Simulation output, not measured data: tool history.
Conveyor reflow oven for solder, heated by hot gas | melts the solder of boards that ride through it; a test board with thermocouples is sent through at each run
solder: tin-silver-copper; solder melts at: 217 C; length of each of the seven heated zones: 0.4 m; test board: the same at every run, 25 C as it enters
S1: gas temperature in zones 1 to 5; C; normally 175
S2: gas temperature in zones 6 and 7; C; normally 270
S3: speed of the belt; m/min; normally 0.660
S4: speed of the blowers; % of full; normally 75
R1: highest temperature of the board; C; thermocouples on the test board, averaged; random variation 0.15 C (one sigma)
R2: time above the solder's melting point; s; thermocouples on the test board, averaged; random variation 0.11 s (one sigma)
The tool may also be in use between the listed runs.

run,hour,S1,S2,S3,S4,R1,R2
1,0.0,175,270,0.660,75,256.6,57.7
2,10.6,175,270,0.660,75,256.1,58.2
3,18.8,175,268,0.660,75,254.6,56.8
4,30.0,166,270,0.660,75,254.6,54.1
5,39.4,166,270,0.660,75,254.7,54.0
6,52.9,175,270,0.593,62,256.5,65.0
7,69.0,175,270,0.593,62,256.7,64.9
8,85.7,175,269,0.660,75,254.8,57.2
9,95.4,175,269,0.660,75,255.0,57.1
10,103.6,181,271,0.660,75,257.7,61.0

Some steps in R1 between neighbouring runs. How much of each would the tool show without its hidden state too (settings, what came in, random variation), and how much is left for the hidden state, with any gauge scatter that isn't in both results?
Unlogged tool condition in this case: heat that the gas passes to the board, % of a clean oven's; belt's true speed, % of the reading; true gas temperature in zones 6 and 7 over the reading, C; drift of the gauge itself on peak_c, C; drift of the gauge itself on liquid_s, %.
Run 5 -> 6: S1 166 -> 175, S3 0.660 -> 0.593, S4 75 -> 62. R1 +1.8 C: hidden state +0.4, all else +1.4.
Run 9 -> 10: S1 175 -> 181, S2 269 -> 271. R1 +2.7 C: hidden state +0.0, all else +2.7.
